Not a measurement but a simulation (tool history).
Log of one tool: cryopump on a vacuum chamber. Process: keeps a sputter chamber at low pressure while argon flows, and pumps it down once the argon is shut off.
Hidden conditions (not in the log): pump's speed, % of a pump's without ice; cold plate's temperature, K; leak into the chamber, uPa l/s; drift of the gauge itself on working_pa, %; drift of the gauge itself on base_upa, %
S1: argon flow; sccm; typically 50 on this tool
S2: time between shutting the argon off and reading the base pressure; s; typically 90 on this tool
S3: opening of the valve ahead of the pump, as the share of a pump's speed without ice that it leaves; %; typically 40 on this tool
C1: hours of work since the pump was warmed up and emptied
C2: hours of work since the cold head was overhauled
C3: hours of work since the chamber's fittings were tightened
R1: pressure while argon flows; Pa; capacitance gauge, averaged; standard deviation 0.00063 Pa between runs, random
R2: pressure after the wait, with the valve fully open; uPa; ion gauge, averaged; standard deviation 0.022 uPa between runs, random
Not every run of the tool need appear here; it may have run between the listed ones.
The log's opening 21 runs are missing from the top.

run,hour,S1,S2,S3,C1,C2,C3,R1,R2
# hour 1717.5: pump warmed up, emptied and cooled again
22,1739.6,60,23,30,20,2063,1201,0.1535,2.41
23,1802.7,37,94,21,76,2119,1257,0.1334,0.98
24,1851.4,85,94,21,119,2163,1301,0.3069,1.00
25,1948.3,85,94,21,205,2249,1387,0.3116,1.03
26,2061.2,50,120,23,305,2349,1487,0.1692,0.99
27,2150.7,36,253,20,385,2429,1566,0.1396,0.84
28,2257.8,50,107,23,480,2524,1662,0.1704,1.10
29,2360.5,67,107,23,571,2615,1753,0.2316,1.16
30,2408.7,50,90,22,614,2658,1796,0.1824,1.23
31,2523.8,25,90,44,716,2760,1898,0.0493,1.37
32,2606.1,25,90,44,789,2833,1971,0.0489,1.36

Below are 3 alternative next runs, each starting from the tool's condition after run 32. Predict each:
A,2717.7,47,290,44,888,2932,2070,?,?
B,2717.7,34,90,17,888,2932,2070,?,?
C,2717.7,84,52,24,888,2932,2070,?,?

run,R1,R2
A,0.0930,1.15
B,0.1598,1.49
C,0.2850,1.82
Without the tool's unlogged condition, the same runs would have read:
run,R1,R2
A,0.0801,0.29
B,0.1505,0.60
C,0.2621,0.93
